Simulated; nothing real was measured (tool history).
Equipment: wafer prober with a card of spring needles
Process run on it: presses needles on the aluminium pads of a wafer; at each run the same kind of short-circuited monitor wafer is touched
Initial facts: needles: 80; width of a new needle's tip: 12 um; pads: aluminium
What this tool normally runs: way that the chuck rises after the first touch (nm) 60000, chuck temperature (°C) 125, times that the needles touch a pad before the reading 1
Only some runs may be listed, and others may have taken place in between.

run	hour	way that the chuck rises after the first touch (nm)	chuck temperature (°C)	times that the needles touch a pad before the reading	resistance of one needle with its contact and lead (mohm)	way that a needle slides on the pad (nm)
1	0	60000	125	1	201	10830
# hour 4.4: tips cleaned on abrasive film
# hour 13: tips cleaned on abrasive film
# hour 21.6: tips cleaned on abrasive film
# hour 32.3: tips cleaned on abrasive film
# hour 41: tips cleaned on abrasive film
# hour 51.7: tips cleaned on abrasive film
# hour 60.3: tips cleaned on abrasive film
# hour 71.1: tips cleaned on abrasive film
# hour 79.7: tips cleaned on abrasive film
2	87.4	60000	125	1	198	10800
# hour 89.6: tips cleaned on abrasive film
# hour 98.2: tips cleaned on abrasive film
# hour 106.8: tips cleaned on abrasive film
# hour 115.4: tips cleaned on abrasive film
# hour 124.1: tips cleaned on abrasive film
# hour 130.7: height of the first contact set anew
# hour 133: tips cleaned on abrasive film
# hour 143.7: tips cleaned on abrasive film
# hour 154.5: tips cleaned on abrasive film
# hour 165.2: tips cleaned on abrasive film
3	169.9	60000	125	1	199	10780
# hour 174.3: tips cleaned on abrasive film
# hour 185: tips cleaned on abrasive film
# hour 193.6: tips cleaned on abrasive film
# hour 202.3: tips cleaned on abrasive film
# hour 210.9: tips cleaned on abrasive film
# hour 221.6: tips cleaned on abrasive film
# hour 232.4: tips cleaned on abrasive film
4	234.4	60000	125	1	199	10830
# hour 243.1: tips cleaned on abrasive film
# hour 251.7: tips cleaned on abrasive film
# hour 260.3: tips cleaned on abrasive film
# hour 264.8: height of the first contact set anew
# hour 271.3: tips cleaned on abrasive film
# hour 282.1: tips cleaned on abrasive film
# hour 292.8: tips cleaned on abrasive film
# hour 301.4: tips cleaned on abrasive film
5	307.1	60000	125	1	198	10810
# hour 311.4: tips cleaned on abrasive film
# hour 320.1: tips cleaned on abrasive film
# hour 328.7: tips cleaned on abrasive film
# hour 337.3: tips cleaned on abrasive film
# hour 345.9: tips cleaned on abrasive film
# hour 354.5: tips cleaned on abrasive film
# hour 365.3: tips cleaned on abrasive film
6	371.5	60000	125	1	199	10820
# hour 375.9: tips cleaned on abrasive film
# hour 384.5: tips cleaned on abrasive film
# hour 393.1: tips cleaned on abrasive film
# hour 399.8: height of the first contact set anew
# hour 402.1: tips cleaned on abrasive film
# hour 412.8: tips cleaned on abrasive film
# hour 421.4: tips cleaned on abrasive film
# hour 430: tips cleaned on abrasive film
7	435.8	60000	125	1	200	10800
# hour 440.2: tips cleaned on abrasive film
# hour 448.8: tips cleaned on abrasive film
# hour 459.5: tips cleaned on abrasive film
# hour 468.2: tips cleaned on abrasive film
# hour 478.9: tips cleaned on abrasive film
# hour 489.6: tips cleaned on abrasive film
# hour 498.3: tips cleaned on abrasive film
# hour 509: tips cleaned on abrasive film
# hour 519.7: tips cleaned on abrasive film
# hour 530.5: tips cleaned on abrasive film
8	532.7	60000	125	1	198	10780
# hour 535.2: height of the first contact set anew
# hour 539.5: tips cleaned on abrasive film
# hour 548.1: tips cleaned on abrasive film
# hour 558.9: tips cleaned on abrasive film
# hour 569.6: tips cleaned on abrasive film
# hour 578.2: tips cleaned on abrasive film
# hour 586.9: tips cleaned on abrasive film
# hour 595.5: tips cleaned on abrasive film
# hour 604.1: tips cleaned on abrasive film
# hour 613.7: tips cleaned on abrasive film
9	613.7	60000	125	1	198	10810
# hour 624.5: tips cleaned on abrasive film
# hour 633.1: tips cleaned on abrasive film
# hour 641.7: tips cleaned on abrasive film
# hour 650.3: tips cleaned on abrasive film
# hour 658.9: tips cleaned on abrasive film
# hour 667.6: tips cleaned on abrasive film
# hour 670: height of the first contact set anew
# hour 676.5: tips cleaned on abrasive film
# hour 687.2: tips cleaned on abrasive film
10	688	60000	50	1	182	10810
# hour 696.6: tips cleaned on abrasive film
# hour 705.3: tips cleaned on abrasive film
# hour 713.9: tips cleaned on abrasive film
# hour 722.5: tips cleaned on abrasive film
# hour 731.1: tips cleaned on abrasive film
# hour 741.8: tips cleaned on abrasive film
# hour 752.6: tips cleaned on abrasive film
# hour 763.3: tips cleaned on abrasive film
# hour 772: tips cleaned on abrasive film
11	776.2	63000	125	1	198	11320
# hour 782.6: tips cleaned on abrasive film
# hour 793.4: tips cleaned on abrasive film
# hour 802: tips cleaned on abrasive film
# hour 804.4: height of the first contact set anew
# hour 813: tips cleaned on abrasive film
# hour 823.8: tips cleaned on abrasive film
# hour 832.4: tips cleaned on abrasive film
# hour 843.2: tips cleaned on abrasive film
12	851.1	63000	125	1	198	11340
# hour 853.4: tips cleaned on abrasive film
# hour 862: tips cleaned on abrasive film
# hour 872.7: tips cleaned on abrasive film
# hour 881.3: tips cleaned on abrasive film
# hour 890: tips cleaned on abrasive film
# hour 898.6: tips cleaned on abrasive film
# hour 907.2: tips cleaned on abrasive film
# hour 917.9: tips cleaned on abrasive film
# hour 926.6: tips cleaned on abrasive film
# hour 935.2: tips cleaned on abrasive film
# hour 939.7: height of the first contact set anew
13	940.4	60000	82	2	189	10810
# hour 944.8: tips cleaned on abrasive film
# hour 955.5: tips cleaned on abrasive film
# hour 964.1: tips cleaned on abrasive film
# hour 974.9: tips cleaned on abrasive film
# hour 983.5: tips cleaned on abrasive film
# hour 994.3: tips cleaned on abrasive film
# hour 1005: tips cleaned on abrasive film
# hour 1015.7: tips cleaned on abrasive film
# hour 1024.4: tips cleaned on abrasive film
14	1026.1	50000	26	2	177	9010
# hour 1034.7: tips cleaned on abrasive film
# hour 1045.4: tips cleaned on abrasive film
# hour 1054: tips cleaned on abrasive film
# hour 1064.8: tips cleaned on abrasive film
# hour 1073.4: tips cleaned on abrasive film
# hour 1075.8: height of the first contact set anew
# hour 1082.3: tips cleaned on abrasive film
15	1089.1	60000	55	1	184	10820

For run 16, what comes out?
# hour 1091.4: tips cleaned on abrasive film
# hour 1100: tips cleaned on abrasive film
# hour 1110.7: tips cleaned on abrasive film
# hour 1119.3: tips cleaned on abrasive film
# hour 1128: tips cleaned on abrasive film
# hour 1136.6: tips cleaned on abrasive film
16	1143.9	60000	66	2	?	?

{"run 16": {"resistance of one needle with its contact and lead (mohm)": 185, "way that a needle slides on the pad (nm)": 10790}}
Take away the tool's hidden state, keep the run-to-run variation as it was, and the same run would have given resistance of one needle with its contact and lead (mohm) 185, way that a needle slides on the pad (nm) 10790.
